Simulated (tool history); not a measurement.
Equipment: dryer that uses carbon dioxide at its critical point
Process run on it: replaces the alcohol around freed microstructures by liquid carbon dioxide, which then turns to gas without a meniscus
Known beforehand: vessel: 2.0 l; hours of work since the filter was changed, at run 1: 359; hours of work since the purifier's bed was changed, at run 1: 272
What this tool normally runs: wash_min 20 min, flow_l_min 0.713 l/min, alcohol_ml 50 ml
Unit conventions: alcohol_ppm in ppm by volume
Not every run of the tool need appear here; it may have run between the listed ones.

run     day  wash_min  flow_l_min  alcohol_ml  hours of work since the filter was changed  hours of work since the purifier's bed was changed  alcohol_ppm
  1       0        20       0.713          50                                         359                                                 272          348
  2   0.892        20       0.679          50                                         371                                                 284          407
  3   2.504        20       0.713          50                                         393                                                 306          374
  4    3.55        20       0.713          50                                         407                                                 320          371
  5     4.7        20       1.064          50                                         423                                                 336          119
  6   5.738        20       1.064          50                                         437                                                 350          128
      6.896  -- inlet filter changed
  7   7.421        20       1.064          50                                           7                                                 372           96
  8   8.938        20       0.457          50                                          28                                                 392         1046
  9  10.471        20       0.457          50                                          48                                                 413         1071
 10  11.408        20       0.644          50                                          61                                                 426          378
 11  13.296        20       0.713          29                                          87                                                 451          217
 12  14.554        20       0.713          29                                         104                                                 468          230
 13  15.896        20       0.713          29                                         122                                                 486          218
 14  16.812        20       0.713          29                                         134                                                 499          222
     17.267  -- purifier's bed changed
 15  18.233        24       0.713          50                                         152                                                  13           85
 16  19.696        24       0.713          50                                         171                                                  33           97
 17  21.138        24       0.713          33                                         191                                                  52           74
 18  22.138        24       0.713          33                                         204                                                  66           71
 19  23.517        24       0.713          33                                         223                                                  85           72
 20  24.825        24       0.713          33                                         241                                                 102           82
 21  26.504        29       0.602          25                                         263                                                 125           73
 22   27.35        18       0.602          44                                         275                                                 136          665
 23  29.117        24       0.602          62                                         299                                                 160          303
 24  30.838        21       0.602          62                                         322                                                 184          539
 25    32.3        18        0.47          50                                         342                                                 203         1599
 26  33.579        20       0.445          25                                         359                                                 221          724
 27  34.962        29       0.848          22                                         378                                                 239           58
 28  35.904        32       0.848         117                                         391                                                 252           62
 29  37.246        32       0.848          21                                         409                                                 270           62
 30  38.533        20       0.759          32                                         426                                                 288          215
 31  40.004        20       0.759          32                                         446                                                 307          222
     40.504  -- inlet filter changed
 32  40.921        20       0.759          32                                           6                                                 319          147
 33  42.129        23       0.859          34                                          22                                                 336           97
 34  43.512        18       0.601         111                                          41                                                 354         1267
 35  45.221        20       1.009          50                                          64                                                 377          107
 36   46.35        25       0.511          40                                          79                                                 393          302
 37  47.383        25       0.511          40                                          93                                                 407          318
 38  49.117        15       0.992          64                                         116                                                 430          316
 39  50.004        23       0.524          23                                         128                                                 442          278
 40  51.225        19        0.93          27                                         145                                                 459          137

Had the tool no unlogged condition, and each run kept its random variation, what would the results have been?
Hidden state at play: flow that reaches the vessel past the clogged filter, %; alcohol in the recycled carbon dioxide, ppm; drift of the gauge itself on alcohol_ppm, %.
run  alcohol_ppm
  1          170
  2          205
  3          176
  4          171
  5           17
  6           24
  7           11
  8          925
  9          929
 10          262
 11          102
 12          110
 13           94
 14           93
 15           65
 16           70
 17           47
 18           41
 19           36
 20           41
 21           32
 22          481
 23          181
 24          340
 25         1178
 26          499
 27            5
 28            2
 29            3
 30           89
 31           90
 32           78
 33           24
 34         1147
 35           27
 36          199
 37          210
 38          193
 39          159
 40           31
